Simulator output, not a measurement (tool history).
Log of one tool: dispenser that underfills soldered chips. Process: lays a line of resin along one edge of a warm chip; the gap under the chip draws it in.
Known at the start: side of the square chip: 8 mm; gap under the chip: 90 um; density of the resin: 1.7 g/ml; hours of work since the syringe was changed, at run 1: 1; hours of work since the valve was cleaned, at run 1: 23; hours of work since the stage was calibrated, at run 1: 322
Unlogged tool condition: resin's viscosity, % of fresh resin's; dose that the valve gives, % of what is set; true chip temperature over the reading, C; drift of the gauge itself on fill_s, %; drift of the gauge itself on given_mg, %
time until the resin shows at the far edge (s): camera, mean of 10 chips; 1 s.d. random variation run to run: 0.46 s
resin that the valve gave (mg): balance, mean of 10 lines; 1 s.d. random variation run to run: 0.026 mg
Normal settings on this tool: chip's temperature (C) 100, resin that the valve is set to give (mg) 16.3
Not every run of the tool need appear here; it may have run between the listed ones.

run,hour,chip's temperature (C),resin that the valve is set to give (mg),hours of work since the syringe was changed,hours of work since the valve was cleaned,hours of work since the stage was calibrated,time until the resin shows at the far edge (s),resin that the valve gave (mg)
1,0,100,16.3,1,23,322,33.8,16.18
# hour 7.4: new syringe of resin
2,9,100,16.3,1,30,328,34.4,16.14
# hour 16.1: new syringe of resin
3,16.3,100,20.9,0,34,333,31.4,20.65
# hour 24.3: new syringe of resin
4,26.4,100,17.2,1,41,340,33.8,16.92
# hour 32.7: new syringe of resin
5,35,100,17.2,2,47,345,34.6,16.81
# hour 40.6: new syringe of resin
6,41.9,100,16.3,1,52,350,33.3,15.95
# hour 48.8: new syringe of resin
# hour 49.8: dispensing valve cleaned and set on the balance
7,49.8,100,13.9,0,0,355,33.4,13.89
# hour 58.2: new syringe of resin
8,60.9,100,13.9,2,8,362,36,13.82
# hour 66.2: new syringe of resin
9,71.3,100,13.9,4,15,369,38.1,13.74
# hour 74.7: new syringe of resin
10,79.3,89,16.3,3,20,375,62.9,16.12
# hour 82.8: new syringe of resin
11,84.4,100,16.3,1,23,378,33.7,16.07
# hour 91.1: new syringe of resin
12,93.3,100,16.3,2,29,384,36,16.04
# hour 99.7: new syringe of resin
13,103.3,86,19.3,3,36,391,68.2,18.91
# hour 108.2: new syringe of resin
14,110.9,91,15.4,2,41,396,53,15.02
# hour 116.2: new syringe of resin
15,117.9,101,20.1,1,46,401,31.8,19.58

Run 16 comes next. What will it give?
# hour 124.6: new syringe of resin
16,127.8,101,20.1,2,53,408,?,?

time until the resin shows at the far edge (s): 33.4
resin that the valve gave (mg): 19.53
Had the tool carried no hidden state, the very same run would have given time until the resin shows at the far edge (s) 32.6, resin that the valve gave (mg) 20.11.
